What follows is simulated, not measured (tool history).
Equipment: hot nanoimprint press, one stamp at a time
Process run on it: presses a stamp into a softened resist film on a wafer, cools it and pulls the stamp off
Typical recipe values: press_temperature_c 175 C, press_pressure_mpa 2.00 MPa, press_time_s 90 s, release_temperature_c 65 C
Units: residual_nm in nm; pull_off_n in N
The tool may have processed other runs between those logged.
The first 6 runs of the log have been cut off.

run,hour,press_temperature_c,press_pressure_mpa,press_time_s,release_temperature_c,residual_nm,pull_off_n
7,281.5,175,2.00,90,65,118.4,239
8,312.1,175,2.00,90,65,117.4,244
9,370.1,175,2.00,55,65,141.2,274
10,418.4,175,2.00,55,65,141.1,289
# hour 438.6: stamp cleaned and given a new release coat
# hour 451.2: plate thermocouple calibrated
11,483.5,175,2.00,178,65,96.1,197
12,533.1,175,2.00,90,50,124.8,240
13,581.6,175,2.00,90,50,123.9,268
14,620.2,175,2.00,90,50,123.6,290
15,680.7,175,2.00,90,50,124.1,319
16,730.5,175,2.00,90,50,121.6,341
# hour 764.6: stamp cleaned and given a new release coat
17,770.9,175,2.00,90,69,121.8,173
# hour 786.6: press's hydraulic seals changed and the load cell set to zero
18,843.3,175,2.00,90,69,120.1,192
19,907.8,175,2.00,56,71,143.3,213
20,943.0,175,1.41,90,65,143.7,238
21,974.8,175,1.41,90,65,143.1,242
22,1025.8,175,1.41,90,65,142.2,265
23,1052.9,176,2.00,90,65,113.4,296
# hour 1096.4: stamp cleaned and given a new release coat
24,1113.1,182,2.66,56,56,92.6,199
# hour 1124.5: plate thermocouple calibrated
25,1174.9,182,2.66,56,56,94.0,224
26,1233.3,182,2.66,88,67,79.4,228
27,1274.8,182,2.66,88,67,79.6,233
28,1335.9,182,2.66,88,64,78.3,275
29,1392.6,182,2.66,88,64,77.4,294
# hour 1424.8: stamp cleaned and given a new release coat
30,1454.6,182,2.66,88,64,77.7,185
31,1486.1,173,1.23,77,60,176.6,215

3 options for the next run, each taken on its own from the tool as it stands now. Forecast them:
A,1526.7,167,2.00,90,65,?,?
B,1526.7,173,1.23,62,60,?,?
C,1526.7,180,1.23,77,60,?,?

run,residual_nm,pull_off_n
A,170.3,216
B,189.5,227
C,133.7,224
Without the tool's unlogged condition, the same runs would have read:
run,residual_nm,pull_off_n
A,173.0,178
B,192.7,187
C,136.0,184
